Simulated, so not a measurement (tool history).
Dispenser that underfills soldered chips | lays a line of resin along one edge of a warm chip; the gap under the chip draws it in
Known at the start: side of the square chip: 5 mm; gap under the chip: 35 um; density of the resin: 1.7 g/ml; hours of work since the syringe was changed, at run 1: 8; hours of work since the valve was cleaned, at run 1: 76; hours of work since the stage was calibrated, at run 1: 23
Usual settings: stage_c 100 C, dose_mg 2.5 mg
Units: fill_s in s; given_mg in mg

run,day,stage_c,dose_mg,hours of work since the syringe was changed,hours of work since the valve was cleaned,hours of work since the stage was calibrated,fill_s,given_mg
1,0,100,2.5,8,76,23,81.5,2.423
# day 0.158: new syringe of resin
2,0.162,100,2.5,0,78,25,50.2,2.419
3,0.338,100,2.5,3,81,28,59.1,2.409
4,0.508,100,3.17,5,83,30,68.3,3.055
5,0.771,111,3.17,10,88,35,54.8,3.046
# day 0.833: new syringe of resin
6,1.054,111,3.17,3,92,39,38,3.038
7,1.204,111,3.17,6,94,41,42.9,3.025
# day 1.512: new syringe of resin
8,1.512,99,2.5,0,99,46,52.4,2.392
9,1.658,99,2.5,2,101,48,60.2,2.38
10,1.95,99,2.5,7,106,53,77.7,2.372
# day 2.183: new syringe of resin
11,2.188,99,2.5,0,109,56,52.3,2.37
12,2.421,100,2.5,4,113,60,60.5,2.374
13,2.629,100,2.5,7,116,63,76.4,2.364
14,2.788,100,2.75,9,118,65,85.5,2.61
# day 2.862: new syringe of resin
15,3.071,100,2.5,3,123,70,59.8,2.365
16,3.233,98,2.5,6,125,72,74.9,2.369
17,3.475,98,2.5,9,129,76,93.9,2.352
# day 3.55: new syringe of resin
18,3.662,107,2.64,2,132,79,40.5,2.474
19,3.817,107,2.64,4,134,81,46,2.478
# day 4.054: dispensing valve cleaned and set on the balance
20,4.15,107,2.64,9,2,86,60,2.617
# day 4.279: new syringe of resin
21,4.392,106,2.5,2,5,89,42.4,2.492
22,4.646,106,2.5,6,9,93,52.7,2.486
23,4.862,97,2.95,9,12,96,96.1,2.928
# day 4.962: new syringe of resin
24,5.162,95,2.45,3,17,101,76.6,2.426
25,5.308,95,2.45,5,19,103,87,2.426
26,5.525,97,2.35,9,23,107,95.3,2.316
# day 5.642: new syringe of resin
27,5.783,93,2.52,2,26,110,77.4,2.493
28,6.108,98,2.52,7,31,115,82.7,2.497
# day 6.325: new syringe of resin
29,6.358,95,3.09,1,35,119,62.5,3.034
30,6.662,92,2.21,5,40,124,96.3,2.17
31,6.825,110,2.49,8,42,126,50.4,2.43
# day 6.996: new syringe of resin
32,7.1,105,2.36,2,46,130,43.4,2.305
33,7.288,113,2.12,5,49,133,36.7,2.064
34,7.471,100,2.12,7,52,136,77.5,2.073

Forecast each of these 5 alternatives for the next run:
# day 7.679: new syringe of resin
A,7.729,100,2.15,1,56,140,?,?
# day 7.679: new syringe of resin
B,7.729,100,2.57,1,56,140,?,?
# day 7.679: new syringe of resin
C,7.729,95,2.12,1,56,140,?,?
# day 7.679: new syringe of resin
D,7.729,100,2.78,1,56,140,?,?
# day 7.679: new syringe of resin
E,7.729,112,2.5,1,56,140,?,?

run,fill_s,given_mg
A,51.4,2.086
B,50.8,2.507
C,64.3,2.068
D,50.5,2.699
E,29.6,2.432
Without the tool's hidden state the same runs would have given:
run,fill_s,given_mg
A,49.8,2.142
B,49.5,2.575
C,62.4,2.123
D,49.2,2.772
E,28.7,2.498
